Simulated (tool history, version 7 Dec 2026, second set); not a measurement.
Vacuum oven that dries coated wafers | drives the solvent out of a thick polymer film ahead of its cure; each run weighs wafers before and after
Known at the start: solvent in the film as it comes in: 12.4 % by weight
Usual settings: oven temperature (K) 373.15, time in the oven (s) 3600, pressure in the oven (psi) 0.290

| run | day | oven temperature (K) | time in the oven (s) | pressure in the oven (psi) | solvent left in the film (%) |
|---|---|---|---|---|---|
| 1 | 0.000 | 373.15 | 3600 | 0.290 | 4.38 |
| 2 | 2.800 | 373.15 | 3600 | 0.290 | 4.44 |
| 3 | 4.096 | 373.15 | 3600 | 0.290 | 4.43 |
| 4 | 5.454 | 373.15 | 3600 | 0.290 | 4.37 |
| 5 | 7.817 | 373.15 | 2580 | 0.290 | 4.95 |
|  | 8.162 | oven's thermocouples calibrated |
| 6 | 10.217 | 373.15 | 3600 | 0.558 | 7.68 |
| 7 | 13.025 | 373.15 | 3600 | 0.558 | 7.97 |
| 8 | 14.458 | 373.15 | 3600 | 0.558 | 8.05 |
|  | 15.529 | oven's thermocouples calibrated, once more |
| 9 | 17.246 | 373.15 | 3780 | 0.290 | 4.24 |
| 10 | 18.838 | 373.15 | 3780 | 0.290 | 4.29 |
| 11 | 20.808 | 373.15 | 3780 | 0.290 | 4.31 |
| 12 | 23.425 | 373.15 | 2820 | 0.474 | 7.09 |
| 13 | 25.550 | 373.15 | 2820 | 0.474 | 6.90 |

Forecast each of these 3 alternatives for the next run:
| A | 28.012 | 374.15 | 2520 | 0.576 | ? |
| B | 28.012 | 362.15 | 2760 | 0.254 | ? |
| C | 28.012 | 373.15 | 3600 | 0.162 | ? |

| run | solvent left in the film (%) |
|---|---|
| A | 8.04 |
| B | 7.30 |
| C | 2.96 |
Without the tool's hidden state the same runs would have given:
| run | solvent left in the film (%) |
|---|---|
| A | 7.79 |
| B | 6.97 |
| C | 2.65 |
